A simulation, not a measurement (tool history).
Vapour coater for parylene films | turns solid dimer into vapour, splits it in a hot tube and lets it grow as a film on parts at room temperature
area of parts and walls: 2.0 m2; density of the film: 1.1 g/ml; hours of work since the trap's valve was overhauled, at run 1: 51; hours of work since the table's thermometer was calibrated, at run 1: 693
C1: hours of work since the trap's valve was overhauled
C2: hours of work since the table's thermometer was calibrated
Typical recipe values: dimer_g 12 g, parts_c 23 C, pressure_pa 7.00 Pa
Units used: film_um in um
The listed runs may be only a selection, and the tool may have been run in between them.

run 1 hour=0.0 | dimer_g=12 parts_c=23 pressure_pa=7.00 | C1=51 C2=693 | film_um=2.60
run 2 hour=33.1 | dimer_g=12 parts_c=23 pressure_pa=7.00 | C1=67 C2=709 | film_um=2.60
run 3 hour=63.8 | dimer_g=12 parts_c=23 pressure_pa=5.18 | C1=82 C2=723 | film_um=2.69
run 4 hour=81.6 | dimer_g=12 parts_c=23 pressure_pa=5.18 | C1=90 C2=732 | film_um=2.71
run 5 hour=103.9 | dimer_g=11 parts_c=23 pressure_pa=7.00 | C1=101 C2=742 | film_um=2.37
run 6 hour=138.7 | dimer_g=12 parts_c=23 pressure_pa=7.00 | C1=118 C2=759 | film_um=2.57
run 7 hour=164.2 | dimer_g=12 parts_c=23 pressure_pa=7.00 | C1=130 C2=771 | film_um=2.51
run 8 hour=183.0 | dimer_g=12 parts_c=23 pressure_pa=7.00 | C1=139 C2=780 | film_um=2.52
run 9 hour=212.6 | dimer_g=12 parts_c=23 pressure_pa=7.00 | C1=153 C2=794 | film_um=2.51
run 10 hour=242.5 | dimer_g=12 parts_c=20 pressure_pa=7.00 | C1=167 C2=808 | film_um=2.80
run 11 hour=270.9 | dimer_g=12 parts_c=23 pressure_pa=7.00 | C1=180 C2=822 | film_um=2.48
run 12 hour=296.0 | dimer_g=12 parts_c=23 pressure_pa=7.00 | C1=192 C2=834 | film_um=2.49
run 13 hour=327.3 | dimer_g=12 parts_c=23 pressure_pa=7.00 | C1=207 C2=849 | film_um=2.49
run 14 hour=351.6 | dimer_g=16 parts_c=19 pressure_pa=8.24 | C1=219 C2=860 | film_um=3.67

What does the tool deliver on the next run?
run 15 hour=371.4 | dimer_g=14 parts_c=18 pressure_pa=7.00 | C1=228 C2=870 | film_um=?

{"run 15": {"film_um": 3.42}}
If the tool had no hidden condition, the same run with the same run-to-run variation would have returned film_um 3.59 um.
